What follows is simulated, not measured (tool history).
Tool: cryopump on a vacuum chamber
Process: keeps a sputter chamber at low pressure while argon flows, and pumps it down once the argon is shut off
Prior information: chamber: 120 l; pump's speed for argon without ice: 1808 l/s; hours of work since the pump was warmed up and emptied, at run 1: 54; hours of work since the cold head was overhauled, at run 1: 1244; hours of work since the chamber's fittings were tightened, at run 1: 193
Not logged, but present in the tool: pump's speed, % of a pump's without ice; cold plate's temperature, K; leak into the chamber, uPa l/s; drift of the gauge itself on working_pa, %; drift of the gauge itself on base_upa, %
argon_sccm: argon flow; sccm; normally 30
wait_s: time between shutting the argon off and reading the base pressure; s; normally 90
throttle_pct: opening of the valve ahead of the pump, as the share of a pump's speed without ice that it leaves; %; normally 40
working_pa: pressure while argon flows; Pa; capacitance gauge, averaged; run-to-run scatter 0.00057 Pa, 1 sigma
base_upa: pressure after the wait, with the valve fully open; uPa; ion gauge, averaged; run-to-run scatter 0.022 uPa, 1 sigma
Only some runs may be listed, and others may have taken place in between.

run	hour	argon_sccm	wait_s	throttle_pct	hours of work since the pump was warmed up and emptied	hours of work since the cold head was overhauled	hours of work since the chamber's fittings were tightened	working_pa	base_upa
1	0	30	90	40	54	1244	193	0.0704	0.86
2	38.6	30	90	40	76	1265	215	0.0726	0.91
3	67.9	37	90	40	92	1281	231	0.0887	0.91
4	94.7	37	90	40	107	1296	246	0.0894	0.94
5	148	37	90	40	136	1326	275	0.0897	0.96
6	200.3	37	90	40	165	1355	304	0.0898	1.03
7	244.8	37	90	40	190	1380	329	0.0892	1.08
8	306.4	37	90	40	224	1414	363	0.0909	1.09
9	353.2	14	90	40	250	1440	389	0.0347	1.16
10	411.7	30	90	40	283	1472	422	0.0737	1.22
11	465.2	30	90	35	312	1502	452	0.0856	1.26
12	509.5	30	90	35	337	1527	476	0.0848	1.26
13	560.7	30	90	24	365	1555	505	0.1227	1.34
14	616.8	23	100	17	396	1586	536	0.1326	1.32
15	671.2	47	100	17	427	1616	566	0.2703	1.41
16	698	47	100	17	442	1631	581	0.2704	1.48
17	751.6	17	191	40	471	1661	611	0.0454	1.29
18	790.4	46	31	32	493	1683	632	0.1473	2.48
19	822	46	31	32	510	1700	650	0.1461	2.54
20	851	46	31	32	527	1716	666	0.1465	2.65
21	887.4	31	31	46	547	1736	686	0.0732	2.64
# hour 950: pump warmed up, emptied and cooled again
22	954.8	29	48	30	3	1771	721	0.0908	1.88
23	988.1	29	48	30	21	1790	739	0.0913	1.85

Below are 4 alternative next runs, each starting from the tool's condition after run 23. Predict each:
A	1043.7	37	90	37	52	1820	770	?	?
B	1043.7	29	34	21	52	1820	770	?	?
C	1043.7	29	24	30	52	1820	770	?	?
D	1043.7	30	35	40	52	1820	770	?	?

run	working_pa	base_upa
A	0.0947	1.49
B	0.1308	2.38
C	0.0914	2.89
D	0.0713	2.29
What these runs would have given with no unlogged condition in the tool:
run	working_pa	base_upa
A	0.0932	0.62
B	0.1296	1.49
C	0.0901	2.02
D	0.0701	1.41
